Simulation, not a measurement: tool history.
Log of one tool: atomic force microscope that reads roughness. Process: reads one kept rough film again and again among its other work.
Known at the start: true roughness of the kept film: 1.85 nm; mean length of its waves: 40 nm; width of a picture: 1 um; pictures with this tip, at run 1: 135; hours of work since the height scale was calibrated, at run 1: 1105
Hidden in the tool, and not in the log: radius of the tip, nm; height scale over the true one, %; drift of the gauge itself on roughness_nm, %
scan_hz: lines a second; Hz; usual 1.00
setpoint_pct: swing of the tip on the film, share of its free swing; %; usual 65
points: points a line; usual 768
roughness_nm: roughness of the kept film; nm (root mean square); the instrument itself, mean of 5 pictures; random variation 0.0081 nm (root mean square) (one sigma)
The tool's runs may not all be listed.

run	hour	scan_hz	setpoint_pct	points	pictures with this tip	hours of work since the height scale was calibrated	roughness_nm
1	0.0	1.00	65	768	135	1105	1.729
2	24.8	1.00	65	768	169	1119	1.738
3	61.8	1.00	64	768	221	1139	1.720
4	82.2	1.00	64	768	249	1151	1.715
5	102.0	1.00	64	768	277	1162	1.720
6	142.5	1.00	78	768	334	1185	1.681
# hour 169.3: new tip fitted
7	185.9	1.00	78	768	23	1209	1.723
8	219.3	0.67	65	768	70	1228	1.750
9	263.4	0.67	87	768	132	1253	1.709
10	299.6	0.67	87	768	182	1273	1.701
11	337.7	0.67	87	768	235	1295	1.702
12	371.8	1.00	65	768	283	1314	1.704
13	405.0	1.00	83	768	329	1333	1.665
# hour 435.7: new tip fitted
14	450.0	1.00	66	368	20	1358	1.737
15	492.5	2.81	70	545	80	1382	1.680
16	523.5	0.51	59	1011	123	1399	1.753
17	547.7	0.64	65	731	157	1413	1.734
18	590.0	1.19	65	788	216	1437	1.707
19	630.9	1.00	73	768	273	1460	1.704
20	657.4	1.00	73	768	310	1475	1.687
21	680.7	1.00	65	271	342	1488	1.683
# hour 699.8: new tip fitted
22	716.9	1.00	83	958	24	1508	1.709
23	738.2	1.00	74	315	54	1520	1.724

Forecast each of these 4 alternatives for the next run:
A	765.4	1.86	55	383	92	1536	?
B	765.4	0.57	74	369	92	1536	?
C	765.4	1.87	88	444	92	1536	?
D	765.4	1.00	74	333	92	1536	?

run	roughness_nm
A	1.725
B	1.731
C	1.632
D	1.708
Without the tool's hidden state the same runs would have given:
run	roughness_nm
A	1.758
B	1.764
C	1.663
D	1.741
